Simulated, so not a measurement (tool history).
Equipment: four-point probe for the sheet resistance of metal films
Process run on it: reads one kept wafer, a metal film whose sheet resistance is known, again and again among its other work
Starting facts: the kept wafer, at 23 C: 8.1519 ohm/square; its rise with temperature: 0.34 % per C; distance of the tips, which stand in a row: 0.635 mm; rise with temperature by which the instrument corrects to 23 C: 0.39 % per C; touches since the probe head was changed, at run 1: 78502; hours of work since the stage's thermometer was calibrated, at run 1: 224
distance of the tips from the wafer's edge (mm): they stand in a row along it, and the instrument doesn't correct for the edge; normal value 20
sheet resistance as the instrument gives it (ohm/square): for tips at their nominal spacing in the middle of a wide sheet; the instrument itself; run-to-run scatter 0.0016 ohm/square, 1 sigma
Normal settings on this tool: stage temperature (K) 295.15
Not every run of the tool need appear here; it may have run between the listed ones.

run	day	stage temperature (K)	distance of the tips from the wafer's edge (mm)	touches since the probe head was changed	hours of work since the stage's thermometer was calibrated	sheet resistance as the instrument gives it (ohm/square)
1	0	295.15	20	78502	224	8.172196
2	0.65	295.15	20	79311	234	8.174413
3	1.054	295.15	20	79815	240	8.178493
4	1.571	295.15	20	80459	248	8.179203
5	1.858	295.15	20	80817	252	8.175445
6	2.546	294.15	20	81676	263	8.179471
7	3.017	294.15	20	82264	270	8.179725
8	3.538	294.15	20	82911	278	8.181682
9	4.142	294.15	21	83664	287	8.182001
10	4.538	295.15	20	84159	293	8.178984
11	4.846	295.15	20	84545	298	8.176636
12	5.196	295.15	65	84980	303	8.17473
13	5.679	295.15	65	85584	311	8.172323
14	5.967	295.15	65	85943	315	8.17622
15	6.321	300.15	65	86383	321	8.153958
16	6.971	298.15	65	87196	331	8.16144
17	7.588	295.15	20	87964	340	8.179934
18	8.229	295.15	20	88765	350	8.180912
19	8.512	295.15	20	89118	355	8.180823
20	8.929	306.15	20	89634	361	8.134169
21	9.442	306.15	20	90278	369	8.134549
22	9.767	306.15	20	90682	374	8.133552
23	10.396	303.15	7	91466	383	8.17689
24	10.829	293.15	49	92007	390	8.189204
25	11.204	293.15	49	92476	396	8.187189
26	11.604	302.15	12	92972	402	8.158193
# day 11.742: new probe head fitted
27	12.204	301.15	4	578	411	8.208103
28	12.754	301.15	4	1262	419	8.209693
29	13.15	307.15	15	1753	425	8.085634
30	13.642	299.15	6	2366	433	8.162018
31	13.946	295.15	6	2747	437	8.180391
32	14.312	293.15	19	3205	443	8.144852
33	14.696	292.15	19	3682	449	8.150555

Predict each of these 5 candidate next runs independently; none follows another, all start after run 33:
A	15.079	294.15	19	4162	455	?
B	15.079	296.15	10	4162	455	?
C	15.079	298.15	19	4162	455	?
D	15.079	296.15	19	4162	455	?
E	15.079	304.15	20	4162	455	?

run	sheet resistance as the instrument gives it (ohm/square)
A	8.139425
B	8.145593
C	8.124936
D	8.12824
E	8.097346
With the hidden condition removed and each run's random variation left untouched, the same runs would have given:
run	sheet resistance as the instrument gives it (ohm/square)
A	8.164658
B	8.170807
C	8.150054
D	8.153403
E	8.122278
